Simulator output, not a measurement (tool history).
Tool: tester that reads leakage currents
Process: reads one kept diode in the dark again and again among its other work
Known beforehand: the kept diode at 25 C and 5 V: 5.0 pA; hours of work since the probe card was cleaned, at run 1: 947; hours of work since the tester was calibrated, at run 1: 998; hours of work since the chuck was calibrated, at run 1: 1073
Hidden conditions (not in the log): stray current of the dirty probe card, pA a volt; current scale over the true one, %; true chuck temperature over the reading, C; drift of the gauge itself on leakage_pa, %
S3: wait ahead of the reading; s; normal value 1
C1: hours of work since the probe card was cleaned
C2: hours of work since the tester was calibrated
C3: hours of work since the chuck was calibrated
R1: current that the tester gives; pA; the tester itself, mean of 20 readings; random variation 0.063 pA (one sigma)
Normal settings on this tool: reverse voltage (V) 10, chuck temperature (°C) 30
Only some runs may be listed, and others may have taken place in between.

Run 1, hour 0: usual settings; C1 947; C2 998; C3 1073. Result: R1 13.01 pA.
Run 2, hour 48.7: usual settings but reverse voltage (V) 2.6; C1 978; C2 1030; C3 1105. Result: R1 6.24 pA.
Run 3, hour 122.6: usual settings; C1 1027; C2 1078; C3 1153. Result: R1 13 pA.
Run 4, hour 179.7: usual settings; C1 1064; C2 1115; C3 1190. Result: R1 12.87 pA.
Run 5, hour 231.8: usual settings; C1 1098; C2 1149; C3 1224. Result: R1 13.09 pA.
At hour 278.9: chuck's temperature calibrated.
Run 6, hour 278.9: usual settings; C1 1127; C2 1179; C3 0. Result: R1 13.02 pA.
Run 7, hour 333.4: usual settings; C1 1163; C2 1214; C3 35. Result: R1 13.05 pA.
Run 8, hour 402.2: usual settings but chuck temperature (°C) 43; C1 1208; C2 1259; C3 80. Result: R1 26.88 pA.
Run 9, hour 456.3: usual settings but chuck temperature (°C) 43; C1 1243; C2 1294; C3 116. Result: R1 26.51 pA.
Run 10, hour 522.7: usual settings but chuck temperature (°C) 43; C1 1286; C2 1338; C3 159. Result: R1 26.79 pA.
Run 11, hour 597.2: usual settings but reverse voltage (V) 3.6, chuck temperature (°C) 42, S3 5.45 s; C1 1335; C2 1386; C3 208. Result: R1 14.41 pA.
Run 12, hour 663: usual settings but reverse voltage (V) 10.4, chuck temperature (°C) 21, S3 5.45 s; C1 1378; C2 1429; C3 251. Result: R1 5.94 pA.
Run 13, hour 732.6: usual settings but reverse voltage (V) 9.3, chuck temperature (°C) 20, S3 6.23 s; C1 1423; C2 1475; C3 296. Result: R1 5.19 pA.
Run 14, hour 791.5: usual settings but chuck temperature (°C) 21; C1 1462; C2 1513; C3 334. Result: R1 8.32 pA.
Run 15, hour 870.7: usual settings but chuck temperature (°C) 21; C1 1513; C2 1565; C3 386. Result: R1 8.36 pA.
Run 16, hour 934.5: usual settings but chuck temperature (°C) 21; C1 1555; C2 1606; C3 428. Result: R1 8.19 pA.
Run 17, hour 1001.5: usual settings but reverse voltage (V) 2.7; C1 1599; C2 1650; C3 471. Result: R1 6.44 pA.
Run 18, hour 1043.2: usual settings but reverse voltage (V) 3.8, chuck temperature (°C) 49, S3 0.51 s; C1 1626; C2 1677; C3 499. Result: R1 25.39 pA.

Forecast run 19:
Run 19, hour 1101: usual settings but reverse voltage (V) 10.8, chuck temperature (°C) 49, S3 0.51 s; C1 1664; C2 1715; C3 536. Result: R1 ?.

R1: 42.54 pA
With no hidden state in the tool, this same run would have given R1 42.54 pA.
